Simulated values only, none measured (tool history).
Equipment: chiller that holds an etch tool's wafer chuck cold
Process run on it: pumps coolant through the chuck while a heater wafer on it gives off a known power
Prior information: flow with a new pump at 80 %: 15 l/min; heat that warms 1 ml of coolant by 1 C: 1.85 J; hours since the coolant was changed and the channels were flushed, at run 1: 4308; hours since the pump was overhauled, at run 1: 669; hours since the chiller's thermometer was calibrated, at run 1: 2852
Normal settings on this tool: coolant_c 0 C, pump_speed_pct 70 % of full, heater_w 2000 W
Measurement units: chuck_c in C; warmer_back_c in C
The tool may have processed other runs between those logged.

run,day,coolant_c,pump_speed_pct,heater_w,hours since the coolant was changed and the channels were flushed,hours since the pump was overhauled,hours since the chiller's thermometer was calibrated,chuck_c,warmer_back_c
1,0,0,70,2000,4308,669,2852,14.7,5.08
2,2.625,-7,70,2000,4371,732,2915,8,5.09
3,8.242,-7,70,2000,4506,867,3049,7.8,5.08
4,12.992,-7,70,2000,4620,981,3163,7.9,5.07
5,17.392,0,70,2000,4725,1087,3269,15.1,5.07
6,21.867,0,69,2000,4833,1194,3376,15.1,5.16
7,24.296,0,69,2000,4891,1252,3435,15.1,5.12
8,27.196,0,69,2000,4961,1322,3504,15.2,5.15
9,29.929,0,69,2000,5026,1387,3570,15.2,5.18
10,33.854,-3,69,2000,5120,1482,3664,12.4,5.21
# day 35.5: chiller's thermometer calibrated
11,38.15,-3,69,2000,5223,1584,64,11.9,5.17
12,43.396,0,66,2000,5348,1710,190,15.6,5.47
13,46.025,0,70,2000,5411,1773,253,15.2,5.13
14,49.25,0,70,1969,5489,1850,330,14.8,5.04
15,53.838,0,70,2000,5599,1960,440,15.1,5.16
16,57.883,0,70,2000,5696,2057,537,15,5.12
17,61.679,0,70,2000,5787,2148,628,15.1,5.14
18,65.204,0,70,2000,5872,2233,713,15.1,5.1
# day 67.15: chiller's thermometer calibrated, once more
19,69.738,0,63,2721,5980,2341,62,23.5,7.83
20,72.967,0,63,2721,6057,2418,140,23.4,7.88
# day 74.912: coolant changed, channels flushed
21,75.946,5,66,2721,25,2484,205,24.5,7.49
22,81.571,-3,70,1608,160,2619,340,8.2,4.12
23,87.025,7,70,2000,291,2750,471,20.8,5.15
24,89.821,-2,66,1379,358,2817,538,7.9,3.84
25,92.267,-2,76,1198,416,2876,597,6,2.84
26,97.792,-5,70,1665,549,3008,729,6.6,4.26
27,101.996,-5,70,1665,650,3109,830,6.6,4.3
28,106.804,0,97,2075,765,3224,946,11.7,3.72
29,110.646,3,68,1524,858,3317,1038,13.9,4.06
30,113.467,2,73,1241,925,3384,1106,10.5,3.13
31,116.958,-8,69,2234,1009,3468,1189,7.9,5.86

Hidden state or all else? Some run-to-run changes of chuck_c, split into what the settings, what came in and random variation would give without the hidden state, and what is left for the hidden state (with any gauge scatter that isn't in both results):
Hidden conditions of the tool in this case: heat passed by the chuck's channels, % of clean ones'; flow at a given pump speed, % of a new pump's; coolant's true temperature over the reading, C; drift of the gauge itself on chuck_c, C; drift of the gauge itself on warmer_back_c, C.
Run 18 -> 19: pump_speed_pct 70 -> 63, heater_w 2000 -> 2721, chiller's thermometer calibrated, once more. chuck_c +8.4 C: hidden state +2, all else +6.4.
Run 20 -> 21: coolant_c 0 -> 5, pump_speed_pct 63 -> 66, coolant changed, channels flushed. chuck_c +1.1 C: hidden state -3.4, all else +4.5.
Run 21 -> 22: coolant_c 5 -> -3, pump_speed_pct 66 -> 70, heater_w 2721 -> 1608. chuck_c -16.3 C: hidden state -0.2, all else -16.1.
Run 22 -> 23: coolant_c -3 -> 7, heater_w 1608 -> 2000. chuck_c +12.6 C: hidden state +0.1, all else +12.5.
Run 23 -> 24: coolant_c 7 -> -2, pump_speed_pct 70 -> 66, heater_w 2000 -> 1379. chuck_c -12.9 C: hidden state +0, all else -12.9.
Run 30 -> 31: coolant_c 2 -> -8, pump_speed_pct 73 -> 69, heater_w 1241 -> 2234. chuck_c -2.6 C: hidden state +0.4, all else -3.

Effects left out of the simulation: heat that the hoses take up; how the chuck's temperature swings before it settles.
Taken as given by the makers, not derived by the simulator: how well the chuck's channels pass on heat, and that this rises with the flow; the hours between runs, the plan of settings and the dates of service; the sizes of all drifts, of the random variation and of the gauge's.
